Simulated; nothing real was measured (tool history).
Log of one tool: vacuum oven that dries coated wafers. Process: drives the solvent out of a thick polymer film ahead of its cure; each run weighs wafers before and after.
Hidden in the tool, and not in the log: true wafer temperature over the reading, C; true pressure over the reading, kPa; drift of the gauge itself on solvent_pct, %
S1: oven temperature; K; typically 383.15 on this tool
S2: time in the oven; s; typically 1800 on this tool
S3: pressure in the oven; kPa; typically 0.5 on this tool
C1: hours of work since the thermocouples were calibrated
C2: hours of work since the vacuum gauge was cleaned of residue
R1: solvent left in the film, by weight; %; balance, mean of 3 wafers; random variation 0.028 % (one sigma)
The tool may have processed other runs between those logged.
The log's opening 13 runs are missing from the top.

run	hour	S1	S2	S3	C1	C2	R1
14	166	396.15	1800	0.5	371	309	0.56
15	177.4	396.15	1800	0.5	377	315	0.51
# hour 180.7: oven's thermocouples calibrated
16	186.7	383.15	1800	0.474	3	319	2.08
17	197.3	383.15	1800	0.474	9	324	2.17
18	211.1	383.15	1800	0.474	16	331	2.11
19	224	383.15	1260	0.362	23	338	3.68
20	235.4	395.15	900	1.907	29	344	3.07
# hour 251.6: oven's thermocouples calibrated, once more
21	251.6	383.15	1800	1.407	0	352	2.79
22	263	391.15	1560	0.56	6	358	1.36
23	280.4	384.15	1080	0.903	15	367	4.65
24	291.7	384.15	1080	0.903	21	373	4.6
25	299.3	384.15	1080	0.903	25	377	4.61
26	310.7	383.15	1980	0.415	31	383	1.8
27	323.8	383.15	1980	0.415	38	390	1.77
28	338.7	383.15	1920	0.776	46	397	2.17
29	354	383.15	1920	0.347	54	405	1.87

Run 30 comes next. What will it give?
30	361.2	392.15	2700	1.068	57	409	?

Run 30 produced R1 0.7 %.
If the tool had no hidden condition, the same run with the same run-to-run variation would have returned R1 0.66 %.

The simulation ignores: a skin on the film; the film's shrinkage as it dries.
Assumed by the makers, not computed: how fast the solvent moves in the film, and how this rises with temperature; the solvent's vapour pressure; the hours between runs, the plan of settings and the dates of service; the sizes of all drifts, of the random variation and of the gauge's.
